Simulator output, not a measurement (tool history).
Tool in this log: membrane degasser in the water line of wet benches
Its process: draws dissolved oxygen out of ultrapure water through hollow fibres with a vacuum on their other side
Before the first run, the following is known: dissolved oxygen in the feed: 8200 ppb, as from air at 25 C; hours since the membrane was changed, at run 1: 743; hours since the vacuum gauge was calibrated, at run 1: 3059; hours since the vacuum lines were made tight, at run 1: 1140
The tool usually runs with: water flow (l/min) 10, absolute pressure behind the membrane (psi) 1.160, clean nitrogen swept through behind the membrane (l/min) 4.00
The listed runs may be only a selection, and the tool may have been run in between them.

run    hour  water flow (l/min)  absolute pressure behind the membrane (psi)  clean nitrogen swept through behind the membrane (l/min)  hours since the membrane was changed  hours since the vacuum gauge was calibrated  hours since the vacuum lines were made tight  dissolved oxygen in the water behind the degasser (ppb)  pressure that the water loses in the fibres (psi)
  1     0.0                  10                                        1.160                                                      4.00                                   743                                         3059                                          1140                                                     33.2                                              7.255
  2    69.3                   7                                        1.160                                                      4.00                                   812                                         3128                                          1209                                                     21.4                                              5.036
  3   127.5                  10                                        1.160                                                      4.03                                   870                                         3186                                          1267                                                     33.8                                              7.190
  4   164.4                  10                                        1.160                                                      4.03                                   907                                         3223                                          1304                                                     33.5                                              7.261
  5   197.5                  10                                        1.160                                                      4.00                                   940                                         3256                                          1338                                                     33.9                                              7.161
  6   230.4                  10                                        1.160                                                      5.27                                   973                                         3289                                          1370                                                     26.3                                              7.168
  7   303.6                  16                                        1.160                                                      4.00                                  1046                                         3363                                          1444                                                     65.8                                             11.604
  8   366.2                  16                                        1.160                                                      4.00                                  1109                                         3425                                          1506                                                     66.1                                             11.587
  9   398.7                  10                                        1.160                                                      4.00                                  1141                                         3458                                          1539                                                     33.2                                              7.252
 10   433.1                  10                                        1.160                                                      4.00                                  1176                                         3492                                          1573                                                     33.5                                              7.188
 11   470.6                  10                                        1.160                                                      4.00                                  1213                                         3530                                          1611                                                     34.1                                              7.269
 12   526.1                  10                                        1.160                                                      4.00                                  1269                                         3585                                          1666                                                     33.9                                              7.204
 13   574.9                  10                                        1.160                                                      4.00                                  1318                                         3634                                          1715                                                     33.4                                              7.243
 14   616.3                  10                                        1.160                                                      4.00                                  1359                                         3675                                          1756                                                     34.3                                              7.243
 15   678.6                  10                                        1.160                                                      4.00                                  1421                                         3738                                          1819                                                     33.7                                              7.227
 16   710.2                  10                                        1.160                                                      4.00                                  1453                                         3769                                          1850                                                     33.5                                              7.282
 17   767.2                  10                                        1.160                                                      4.00                                  1510                                         3826                                          1907                                                     33.3                                              7.224
 18   798.1                   7                                        0.862                                                      4.78                                  1541                                         3857                                          1938                                                     11.2                                              5.059
 19   850.0                   7                                        0.862                                                      4.78                                  1593                                         3909                                          1990                                                     11.5                                              5.127
 20   895.1                   7                                        1.820                                                      2.81                                  1638                                         3954                                          2035                                                     59.0                                              5.018
 21   942.2                   7                                        1.820                                                      2.81                                  1685                                         4001                                          2082                                                     60.0                                              5.073
 22   980.1                   7                                        1.820                                                      2.81                                  1723                                         4039                                          2120                                                     59.7                                              5.042
 23  1049.9                  10                                        0.983                                                      2.80                                  1793                                         4109                                          2190                                                     36.0                                              7.292
 24  1114.5                  10                                        0.983                                                      2.80                                  1857                                         4173                                          2255                                                     36.7                                              7.304
 25  1153.6                  10                                        2.261                                                      5.45                                  1896                                         4212                                          2294                                                     59.5                                              7.274
 26  1203.7                   6                                        1.160                                                      5.36                                  1946                                         4263                                          2344                                                     14.6                                              4.395
 27  1271.1                  14                                        2.207                                                      7.41                                  2014                                         4330                                          2411                                                     68.6                                             10.125
 28  1306.8                  13                                        0.763                                                      8.99                                  2049                                         4366                                          2447                                                     16.7                                              9.487
     1318.9  -- vacuum gauge calibrated
 29  1366.9                  12                                        1.160                                                      2.39                                  2109                                           48                                          2506                                                     65.5                                              8.712
 30  1426.3                   6                                        1.875                                                      1.87                                  2168                                          107                                          2566                                                     79.0                                              4.348
 31  1494.8                   7                                        1.160                                                      4.81                                  2237                                          176                                          2634                                                     18.1                                              5.076
 32  1565.2                   7                                        1.160                                                      7.23                                  2307                                          246                                          2705                                                     12.1                                              5.044

Consider 3 possible next runs. They are alternatives, not a sequence: every one starts from the tool as it was left by run 32. What does each give?
  A  1627.6                   7                                        2.744                                                      8.55                                  2370                                          309                                          2767                                                        ?                                                  ?
  B  1627.6                   8                                        0.780                                                      2.73                                  2370                                          309                                          2767                                                        ?                                                  ?
  C  1627.6                  10                                        0.950                                                      4.00                                  2370                                          309                                          2767                                                        ?                                                  ?

run  dissolved oxygen in the water behind the degasser (ppb)  pressure that the water loses in the fibres (psi)
  A                                                     33.6                                              5.050
  B                                                     17.4                                              5.832
  C                                                     23.9                                              7.279
Without the tool's unlogged condition, the same runs would have read:
run  dissolved oxygen in the water behind the degasser (ppb)  pressure that the water loses in the fibres (psi)
  A                                                     33.0                                              5.004
  B                                                     17.1                                              5.780
  C                                                     23.5                                              7.213
